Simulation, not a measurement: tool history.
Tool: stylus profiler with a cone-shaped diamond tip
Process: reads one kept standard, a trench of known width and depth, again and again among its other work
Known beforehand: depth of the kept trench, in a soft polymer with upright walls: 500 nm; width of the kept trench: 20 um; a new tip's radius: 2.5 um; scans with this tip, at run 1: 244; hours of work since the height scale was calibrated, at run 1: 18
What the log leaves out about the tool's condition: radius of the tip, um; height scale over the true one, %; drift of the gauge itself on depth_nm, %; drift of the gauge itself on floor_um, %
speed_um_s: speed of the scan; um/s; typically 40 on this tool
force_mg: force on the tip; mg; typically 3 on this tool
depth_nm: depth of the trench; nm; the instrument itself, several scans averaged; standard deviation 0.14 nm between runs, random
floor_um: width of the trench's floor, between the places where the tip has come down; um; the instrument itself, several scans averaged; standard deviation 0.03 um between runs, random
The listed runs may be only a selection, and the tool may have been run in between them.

run     day  speed_um_s  force_mg  scans with this tip  hours of work since the height scale was calibrated  depth_nm  floor_um
  1       0          40         3                  244                                                   18    506.77     16.83
  2   0.683          40         3                  376                                                   28    506.67     16.82
  3   1.538          40         3                  541                                                   41    506.58      16.8
  4   2.396          40         3                  706                                                   54    506.55     16.72
  5   2.896          40         3                  803                                                   61    506.55     16.75
  6   3.442          40         3                  908                                                   69     506.5     16.76
  7   4.017          13         3                 1019                                                   77    506.72     16.85
  8   4.929          13         3                 1194                                                   91    506.37     16.93
  9   5.667          13         3                 1337                                                  101    506.74     16.87
 10   6.388          38         3                 1476                                                  112    506.61     16.72
 11   7.079          38         3                 1610                                                  122    506.24     16.76
 12   7.767          40         3                 1742                                                  132    506.53     16.67
 13   8.592          40         3                 1901                                                  144    506.72     16.71
 14   9.204          40         3                 2019                                                  153    506.27     16.65
 15  10.071          40         3                 2187                                                  166    506.29     16.64
 16  11.042         151         3                 2373                                                  180    506.32      16.1
 17  11.721         151         3                 2505                                                  190    506.21     16.15
 18  12.154          40         3                 2588                                                  196    506.16      16.6
     12.254  -- height scale calibrated on a step standard
 19  13.096          40         3                 2766                                                   12    505.96     16.53
 20  13.975          40         3                 2935                                                   25    505.93     16.59
 21  14.858          40         3                 3105                                                   38    505.87     16.56
 22  15.412          40         3                 3212                                                   46    505.92     16.54
     16.012  -- height scale calibrated on a step standard, once more
 23  16.058          40         3                 3333                                                    1    506.64     16.61
 24  16.946         134      2.06                 3504                                                   14    505.72     16.01
 25  17.796          40      1.11                 3668                                                   26    503.59     16.48
 26    18.6          45      1.88                 3823                                                   38    504.85     16.45
 27  19.375          59      1.12                 3972                                                   49    503.54     16.24
 28  20.279          59      1.12                 4147                                                   62    503.57     16.26
 29  21.108          72      8.29                 4307                                                   75    513.06     16.44
 30  22.088          13      8.97                 4496                                                   89       514     16.59
 31  22.658          13      8.97                 4606                                                   97     513.7     16.63
 32  23.358          20      4.74                 4741                                                  108    509.04      16.6
 33   24.25          20      4.74                 4913                                                  121    508.96     16.51
 34  24.704          20      4.74                 5000                                                  127    508.84     16.55
 35  25.625          20      4.74                 5178                                                  141    508.85      16.5
 36  26.138          18      1.65                 5277                                                  148    504.31      16.5
 37  27.142          40      5.07                 5470                                                  163     509.3     16.41
 38  27.558          13      3.66                 5550                                                  169    507.29     16.49
 39  28.254         145         3                 5685                                                  179    506.56     15.92
 40  29.046          36      8.91                 5837                                                  191     513.7     16.45
 41  29.638          25      1.55                 5952                                                  199    503.81     16.34
 42  30.392          52      3.25                 6097                                                  210    506.68     16.27
 43  31.054          73      3.63                 6225                                                  220    507.53     16.16
 44  31.829          19      2.88                 6374                                                  231    506.21     16.38
 45  32.667         129      2.11                 6536                                                  244    504.76     15.82
 46   33.65          73      3.06                 6725                                                  258    506.25     16.08

What would each run have given without the hidden state, its run-to-run variation left as it was?
run  depth_nm  floor_um
  1    506.81     16.83
  2    506.73     16.83
  3    506.67     16.83
  4    506.68     16.77
  5    506.69      16.8
  6    506.67     16.82
  7     506.9     16.92
  8    506.59     17.02
  9    506.99     16.97
 10    506.89     16.83
 11    506.54     16.88
 12    506.86     16.81
 13    507.08     16.86
 14    506.66     16.81
 15     506.7     16.81
 16    506.77     16.29
 17    506.69     16.35
 18    506.64      16.8
 19    506.75     16.75
 20    506.75     16.82
 21    506.73     16.81
 22     506.8      16.8
 23    506.53     16.88
 24    505.64      16.3
 25    503.55     16.79
 26    504.83     16.76
 27    503.55     16.57
 28    503.62      16.6
 29    513.14     16.79
 30    514.11     16.96
 31    513.84        17
 32     509.2     16.98
 33    509.15     16.91
 34    509.05     16.96
 35     509.1     16.92
 36    504.57     16.93
 37    509.61     16.86
 38    507.61     16.94
 39    506.91     16.38
 40    514.08     16.92
 41     504.2     16.83
 42     507.1     16.77
 43    507.97     16.66
 44    506.69      16.9
 45    505.27     16.35
 46    506.79     16.62
